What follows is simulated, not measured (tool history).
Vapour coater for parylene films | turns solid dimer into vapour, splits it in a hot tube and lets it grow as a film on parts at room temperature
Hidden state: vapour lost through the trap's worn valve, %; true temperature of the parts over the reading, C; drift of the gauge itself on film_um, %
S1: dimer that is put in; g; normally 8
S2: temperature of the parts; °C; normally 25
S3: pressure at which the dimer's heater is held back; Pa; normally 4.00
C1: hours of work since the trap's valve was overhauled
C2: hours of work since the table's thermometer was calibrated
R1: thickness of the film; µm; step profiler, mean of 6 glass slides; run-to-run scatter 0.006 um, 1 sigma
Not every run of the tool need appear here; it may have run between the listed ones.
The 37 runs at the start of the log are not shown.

run,day,S1,S2,S3,C1,C2,R1
38,22.212,13,31,4.62,144,900,2.647
39,22.796,4,25,5.83,155,911,0.916
40,23.521,3,32,4.76,169,925,0.594
41,24.304,3,32,4.76,184,940,0.589
42,25.008,9,20,4.16,197,953,2.445
43,25.750,8,25,3.75,211,967,1.931
44,26.183,13,25,2.58,219,975,3.282
45,26.562,11,33,6.63,226,983,2.016
46,27.146,11,33,6.63,237,994,2.008
47,27.542,11,33,6.63,245,1001,2.002

Below are 4 alternative next runs, each starting from the tool's condition after run 47. Predict each:
# day 27.721: gauge calibrated
A,28.250,10,25,5.02,258,1014,?
# day 27.721: gauge calibrated
B,28.250,8,18,4.00,258,1014,?
# day 27.721: gauge calibrated
C,28.250,5,33,3.09,258,1014,?
# day 27.721: gauge calibrated
D,28.250,11,27,6.63,258,1014,?

run,R1
A,2.355
B,2.323
C,1.025
D,2.388
Take away the tool's hidden state, keep each run's random variation, and the runs would have read:
run,R1
A,2.362
B,2.330
C,1.028
D,2.394
